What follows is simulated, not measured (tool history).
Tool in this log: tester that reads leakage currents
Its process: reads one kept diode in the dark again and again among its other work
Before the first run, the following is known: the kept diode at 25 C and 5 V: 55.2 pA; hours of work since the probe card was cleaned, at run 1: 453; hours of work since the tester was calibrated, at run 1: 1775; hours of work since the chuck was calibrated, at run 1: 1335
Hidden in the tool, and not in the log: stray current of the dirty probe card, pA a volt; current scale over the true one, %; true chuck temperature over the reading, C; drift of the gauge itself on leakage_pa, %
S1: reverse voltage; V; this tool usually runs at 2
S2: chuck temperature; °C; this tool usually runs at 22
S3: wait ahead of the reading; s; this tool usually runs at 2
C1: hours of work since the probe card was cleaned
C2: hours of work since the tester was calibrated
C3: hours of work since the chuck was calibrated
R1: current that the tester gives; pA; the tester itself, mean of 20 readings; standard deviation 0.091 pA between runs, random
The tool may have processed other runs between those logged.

Run 1, hour 0: usual settings; C1 453; C2 1775; C3 1335. Result: R1 24.49 pA.
Run 2, hour 236.5: usual settings; C1 615; C2 1938; C3 1498. Result: R1 24.21 pA.
Run 3, hour 416.4: usual settings; C1 739; C2 2061; C3 1621. Result: R1 24.19 pA.
Run 4, hour 563.2: usual settings; C1 839; C2 2162; C3 1722. Result: R1 24.12 pA.
Run 5, hour 720.7: usual settings; C1 947; C2 2270; C3 1830. Result: R1 24.1 pA.
Run 6, hour 922.1: usual settings; C1 1086; C2 2408; C3 1968. Result: R1 24.03 pA.
At hour 1109.6: chuck's temperature calibrated.
Run 7, hour 1110.4: usual settings; C1 1214; C2 2536; C3 1. Result: R1 25.63 pA.
Run 8, hour 1365.4: usual settings; C1 1389; C2 2711; C3 176. Result: R1 25.36 pA.
Run 9, hour 1493.5: usual settings; C1 1477; C2 2799; C3 263. Result: R1 25.4 pA.
Run 10, hour 1629.6: usual settings; C1 1570; C2 2892; C3 357. Result: R1 25.42 pA.
Run 11, hour 1835.1: usual settings; C1 1711; C2 3033; C3 498. Result: R1 25.19 pA.
At hour 1952.3: probe card cleaned and baked.
Run 12, hour 1981: usual settings but S2 50 °C; C1 20; C2 3132; C3 596. Result: R1 229.11 pA.
Run 13, hour 2179: usual settings but S2 50 °C; C1 156; C2 3267; C3 732. Result: R1 228.91 pA.
Run 14, hour 2317.7: usual settings but S1 11.29 V; C1 251; C2 3363; C3 827. Result: R1 74.45 pA.
Run 15, hour 2438: usual settings but S1 3.93 V; C1 333; C2 3445; C3 910. Result: R1 38.36 pA.
At hour 2602.7: probe card cleaned and baked, once more.
Run 16, hour 2679.8: usual settings; C1 53; C2 3609; C3 1074. Result: R1 23.7 pA.
Run 17, hour 2787: usual settings but S1 10.04 V; C1 126; C2 3683; C3 1147. Result: R1 61.01 pA.
Run 18, hour 2978.8: usual settings; C1 258; C2 3814; C3 1279. Result: R1 23.57 pA.
Run 19, hour 3088.8: usual settings; C1 334; C2 3890; C3 1354. Result: R1 23.66 pA.
At hour 3210.5: tester calibrated.
Run 20, hour 3261.3: usual settings but S2 56 °C, S3 1.04 s; C1 451; C2 35; C3 1471. Result: R1 347.46 pA.
Run 21, hour 3463.6: usual settings but S1 1.05 V, S3 0.61 s; C1 590; C2 174; C3 1610. Result: R1 16.82 pA.
Run 22, hour 3698.9: usual settings but S1 9.03 V, S2 38 °C, S3 1.33 s; C1 751; C2 335; C3 1772. Result: R1 215.34 pA.
Run 23, hour 3871.5: usual settings but S1 1.4 V, S2 36 °C, S3 7.64 s; C1 869; C2 454; C3 1890. Result: R1 61.92 pA.
Run 24, hour 4033.2: usual settings but S3 2.71 s; C1 980; C2 565; C3 2001. Result: R1 23.91 pA.
At hour 4173: chuck's temperature calibrated.
Run 25, hour 4241.3: usual settings but S2 40 °C, S3 4.74 s; C1 1122; C2 706; C3 47. Result: R1 111.5 pA.
Run 26, hour 4413.4: usual settings but S1 6.38 V, S2 30 °C, S3 1.42 s; C1 1240; C2 824; C3 165. Result: R1 99.87 pA.
Run 27, hour 4571.2: usual settings but S1 2.86 V, S2 34 °C, S3 0.43 s; C1 1348; C2 933; C3 273. Result: R1 86.45 pA.
Run 28, hour 4811.6: usual settings but S1 10.45 V, S2 25 °C, S3 7.32 s; C1 1513; C2 1098; C3 438. Result: R1 87.2 pA.
Run 29, hour 5017.3: usual settings but S1 10.45 V, S2 25 °C, S3 7.32 s; C1 1654; C2 1239; C3 579. Result: R1 87.24 pA.
Run 30, hour 5174.4: usual settings but S1 2.02 V, S2 31 °C, S3 3.15 s; C1 1762; C2 1347; C3 687. Result: R1 53.51 pA.
At hour 5216.9: probe card cleaned and baked.
Run 31, hour 5290.8: usual settings but S1 3.46 V, S2 51 °C, S3 1.09 s; C1 51; C2 1424; C3 765. Result: R1 338.11 pA.
Run 32, hour 5540.7: usual settings but S1 3.46 V, S2 53 °C, S3 0.38 s; C1 222; C2 1596; C3 937. Result: R1 391.27 pA.
Run 33, hour 5664.6: usual settings but S1 3.46 V, S2 53 °C, S3 0.38 s; C1 307; C2 1681; C3 1022. Result: R1 388.44 pA.
Run 34, hour 5769.4: usual settings but S1 3.46 V, S2 30 °C, S3 2.75 s; C1 379; C2 1753; C3 1094. Result: R1 65.42 pA.
Run 35, hour 5875.6: usual settings but S1 2.66 V, S2 30 °C, S3 2.75 s; C1 452; C2 1826; C3 1166. Result: R1 55.64 pA.
Run 36, hour 6040.3: usual settings but S1 6.1 V; C1 565; C2 1939; C3 1280. Result: R1 46.35 pA.
Run 37, hour 6169.9: usual settings but S1 6.1 V; C1 654; C2 2028; C3 1368. Result: R1 46.36 pA.
Run 38, hour 6296.1: usual settings but S1 6.1 V; C1 741; C2 2114; C3 1455. Result: R1 46.55 pA.

How the hidden state differs across the entries between the runs, from the last listed run before each to the first after it:
Runs 6 to 7: chuck's temperature calibrated (hour 1109.6)
  stray current of the dirty probe card, pA a volt: 0.348 -> 0.381; current scale over the true one, %: -1.79 -> -1.89; true chuck temperature over the reading, C: -0.78 -> -0.01
  measured minus no-state result, R1: -1.45 -> +0.21 pA
Runs 11 to 12: probe card cleaned and baked (hour 1952.3)
  stray current of the dirty probe card, pA a volt: 0.511 -> 0.72; current scale over the true one, %: -2.26 -> -2.33; true chuck temperature over the reading, C: -0.24 -> -0.28
  measured minus no-state result, R1: -0.12 -> -8.88 pA
Runs 15 to 16: probe card cleaned and baked, once more (hour 2602.7)
  stray current of the dirty probe card, pA a volt: 0.805 -> 0.043; current scale over the true one, %: -2.55 -> -2.67; true chuck temperature over the reading, C: -0.42 -> -0.49
  measured minus no-state result, R1: +0.73 -> -1.66 pA
Runs 19 to 20: tester calibrated (hour 3210.5)
  stray current of the dirty probe card, pA a volt: 0.122 -> 0.152; current scale over the true one, %: -2.86 -> -0.15; true chuck temperature over the reading, C: -0.62 -> -0.67
  measured minus no-state result, R1: -1.83 -> -17.11 pA
Runs 24 to 25: chuck's temperature calibrated (hour 4173)
  stray current of the dirty probe card, pA a volt: 0.295 -> 0.335; current scale over the true one, %: -0.55 -> -0.65; true chuck temperature over the reading, C: -0.91 -> -0.02
  measured minus no-state result, R1: -1.52 -> -0.23 pA
Runs 30 to 31: probe card cleaned and baked (hour 5216.9)
  stray current of the dirty probe card, pA a volt: 0.502 -> 0.036; current scale over the true one, %: -1.12 -> -1.18; true chuck temperature over the reading, C: -0.3 -> -0.33
  measured minus no-state result, R1: -0.95 -> -12.32 pA
